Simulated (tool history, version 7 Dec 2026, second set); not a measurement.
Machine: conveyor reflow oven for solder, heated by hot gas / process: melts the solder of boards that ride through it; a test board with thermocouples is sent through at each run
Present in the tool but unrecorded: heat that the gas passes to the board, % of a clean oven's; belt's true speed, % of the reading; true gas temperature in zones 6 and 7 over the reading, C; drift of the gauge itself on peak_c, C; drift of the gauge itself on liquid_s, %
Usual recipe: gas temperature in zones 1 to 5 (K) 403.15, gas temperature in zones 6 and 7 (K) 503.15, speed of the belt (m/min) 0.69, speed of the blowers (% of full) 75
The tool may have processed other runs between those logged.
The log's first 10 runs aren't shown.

run   hour  gas temperature in zones 1 to 5 (K)  gas temperature in zones 6 and 7 (K)  speed of the belt (m/min)  speed of the blowers (% of full)  hours of work since the flux was cleaned out  hours of work since the belt drive was overhauled  hours of work since the thermocouples were changed  highest temperature of the board (K)  time above the solder's melting point (s)
 11    607                               412.15                                503.15                       0.69                                75                                           431                                                272                                                 645                                484.65                                       47.9
 12  661.2                               412.15                                503.15                       0.69                                75                                           471                                                312                                                 685                                483.45                                       47.4
       692  -- flux residue cleaned out of gas plates and filters
 13  700.7                               412.15                                503.15                      0.568                                75                                             6                                                338                                                 711                                491.45                                       68.1
 14  760.5                               412.15                                503.15                      0.568                                75                                            51                                                382                                                 755                                491.35                                       66.7
 15  807.2                               412.15                                503.15                      0.568                                75                                            85                                                417                                                 789                                491.25                                       67.5
 16  841.4                               403.15                                503.15                      0.648                                52                                           111                                                442                                                 815                                478.65                                       41.9
 17  895.5                               403.15                                503.15                       0.69                                66                                           151                                                482                                                 855                                481.45                                         42
 18  942.4                               402.15                                518.15                      0.766                                82                                           185                                                517                                                 890                                494.85                                       48.2
 19  981.8                               417.15                                512.15                      0.822                                82                                           214                                                546                                                 919                                489.95                                       44.9

Estimate the outcome of run 20 from the log above:
 20  1014.6                               394.15                                501.15                       0.69                                75                                           239                                                570                                                 943                                     ?                                          ?

Run 20 produced highest temperature of the board (K) 479.65, time above the solder's melting point (s) 39.2.
If the tool had no hidden condition, the same run with the same run-to-run variation would have returned highest temperature of the board (K) 483.65, time above the solder's melting point (s) 42.4.
